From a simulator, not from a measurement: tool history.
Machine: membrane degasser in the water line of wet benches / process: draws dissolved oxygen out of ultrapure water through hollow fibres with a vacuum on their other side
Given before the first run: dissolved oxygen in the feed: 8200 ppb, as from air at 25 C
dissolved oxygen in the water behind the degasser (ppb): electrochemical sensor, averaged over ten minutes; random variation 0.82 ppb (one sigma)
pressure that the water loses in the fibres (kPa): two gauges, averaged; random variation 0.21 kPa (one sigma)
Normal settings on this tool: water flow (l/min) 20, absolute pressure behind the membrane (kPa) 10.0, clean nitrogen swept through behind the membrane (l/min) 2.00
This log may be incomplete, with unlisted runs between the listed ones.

run     day  water flow (l/min)  absolute pressure behind the membrane (kPa)  clean nitrogen swept through behind the membrane (l/min)  dissolved oxygen in the water behind the degasser (ppb)  pressure that the water loses in the fibres (kPa)
  1   0.000                  20                                         10.0                                                      2.00                                                    171.0                                              47.39
  2   3.017                  20                                         10.0                                                      2.00                                                    169.1                                              47.15
  3   6.225                  20                                         10.0                                                      2.00                                                    169.5                                              47.14
  4   9.204                  20                                         10.0                                                      2.00                                                    171.7                                              47.47
  5  10.967                  20                                         10.0                                                      2.00                                                    171.4                                              47.42
  6  13.600                  20                                         10.0                                                      2.00                                                    170.9                                              47.35
  7  15.383                  28                                         10.0                                                      2.00                                                    240.3                                              66.30
  8  17.342                  28                                         10.0                                                      2.00                                                    242.5                                              66.57
  9  20.446                  20                                          7.1                                                      2.00                                                    103.4                                              47.21
 10  23.233                  20                                          7.1                                                      2.00                                                    103.6                                              47.25
 11  26.246                  20                                         10.0                                                      2.00                                                    172.7                                              47.20
 12  29.621                  20                                         10.0                                                      2.00                                                    170.2                                              47.23
 13  31.475                  20                                         10.0                                                      2.00                                                    169.2                                              47.06
 14  32.925                  20                                         10.0                                                      2.00                                                    171.3                                              47.28
 15  35.512                  20                                         10.0                                                      2.00                                                    171.7                                              47.46
 16  38.446                  20                                         10.0                                                      2.00                                                    171.9                                              47.32
 17  40.258                  20                                         14.0                                                      1.16                                                    419.6                                              47.65
 18  42.954                  15                                          7.3                                                      1.45                                                    107.3                                              35.36
 19  45.362                  20                                          6.8                                                      1.72                                                    109.4                                              47.02
 20  47.367                  20                                          6.8                                                      1.72                                                    111.3                                              47.16
 21  49.112                  17                                         13.4                                                      1.50                                                    276.8                                              40.02
 22  50.529                  20                                         10.4                                                      0.91                                                    355.2                                              47.43
 23  53.625                  20                                         13.5                                                      1.76                                                    279.5                                              47.37
 24  55.854                  20                                         13.5                                                      1.76                                                    280.0                                              47.42
 25  59.121                  20                                         13.5                                                      1.76                                                    283.5                                              47.14
 26  61.642                  19                                         12.3                                                      2.00                                                    211.8                                              44.92
 27  64.271                  19                                         12.3                                                      2.00                                                    215.3                                              44.96
 28  65.908                  12                                         17.6                                                      5.78                                                     78.3                                              28.65
 29  69.192                  12                                         17.6                                                      5.78                                                     79.0                                              28.41
 30  71.467                  12                                         17.6                                                      5.78                                                     79.1                                              28.33
 31  73.162                  12                                         17.6                                                      5.78                                                     78.6                                              28.29
 32  75.821                  16                                         12.4                                                      3.08                                                    123.9                                              37.83

Here are 4 independent what-if runs from the current tool condition. What would each one return?
  A  78.158                  13                                         15.7                                                      2.12                                                        ?                                                  ?
  B  78.158                  18                                         10.0                                                      4.58                                                        ?                                                  ?
  C  78.158                  28                                          7.4                                                      3.25                                                        ?                                                  ?
  D  78.158                  16                                         11.0                                                      0.81                                                        ?                                                  ?

run  dissolved oxygen in the water behind the degasser (ppb)  pressure that the water loses in the fibres (kPa)
  A                                                    190.3                                              31.15
  B                                                     74.8                                              42.46
  C                                                    111.0                                              66.78
  D                                                    347.6                                              37.99
Stripped of hidden state, with their random variation kept, the same runs would have yielded:
run  dissolved oxygen in the water behind the degasser (ppb)  pressure that the water loses in the fibres (kPa)
  A                                                    182.7                                              31.01
  B                                                     71.7                                              42.27
  C                                                    106.5                                              66.49
  D                                                    336.8                                              37.83
